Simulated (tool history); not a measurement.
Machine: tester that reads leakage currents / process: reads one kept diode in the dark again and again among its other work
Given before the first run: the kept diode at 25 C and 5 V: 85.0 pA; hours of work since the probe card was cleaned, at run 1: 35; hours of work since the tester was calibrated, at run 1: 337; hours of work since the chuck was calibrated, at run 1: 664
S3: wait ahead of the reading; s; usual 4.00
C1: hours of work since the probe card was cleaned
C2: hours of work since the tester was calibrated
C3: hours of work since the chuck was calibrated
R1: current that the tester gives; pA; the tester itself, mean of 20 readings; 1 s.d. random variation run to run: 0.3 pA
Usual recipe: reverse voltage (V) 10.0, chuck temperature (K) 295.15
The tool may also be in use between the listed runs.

{"run": 1, "hour": 0.0, "reverse voltage (V)": 10.0, "chuck temperature (K)": 295.15, "S3": 4.0, "C1": 35, "C2": 337, "C3": 664, "R1": 100.33}
{"run": 2, "hour": 28.3, "reverse voltage (V)": 10.0, "chuck temperature (K)": 326.15, "S3": 4.0, "C1": 52, "C2": 353, "C3": 680, "R1": 848.36}
{"run": 3, "hour": 64.9, "reverse voltage (V)": 10.0, "chuck temperature (K)": 326.15, "S3": 4.0, "C1": 73, "C2": 374, "C3": 701, "R1": 850.44}
{"run": 4, "hour": 83.4, "reverse voltage (V)": 10.0, "chuck temperature (K)": 313.15, "S3": 4.0, "C1": 83, "C2": 385, "C3": 712, "R1": 364.88}
{"run": 5, "hour": 121.6, "reverse voltage (V)": 10.0, "chuck temperature (K)": 295.15, "S3": 5.73, "C1": 105, "C2": 407, "C3": 734, "R1": 100.65}
{"run": 6, "hour": 137.3, "reverse voltage (V)": 2.6, "chuck temperature (K)": 297.15, "S3": 4.0, "C1": 114, "C2": 416, "C3": 743, "R1": 57.99}

Estimate the outcome of run 7 from the log above:
{"run": 7, "hour": 168.8, "reverse voltage (V)": 16.3, "chuck temperature (K)": 297.15, "S3": 4.0, "C1": 133, "C2": 434, "C3": 761, "R1": "?"}

R1: 150.14 pA
With no hidden state in the tool, this same run would have given R1 145.47 pA.
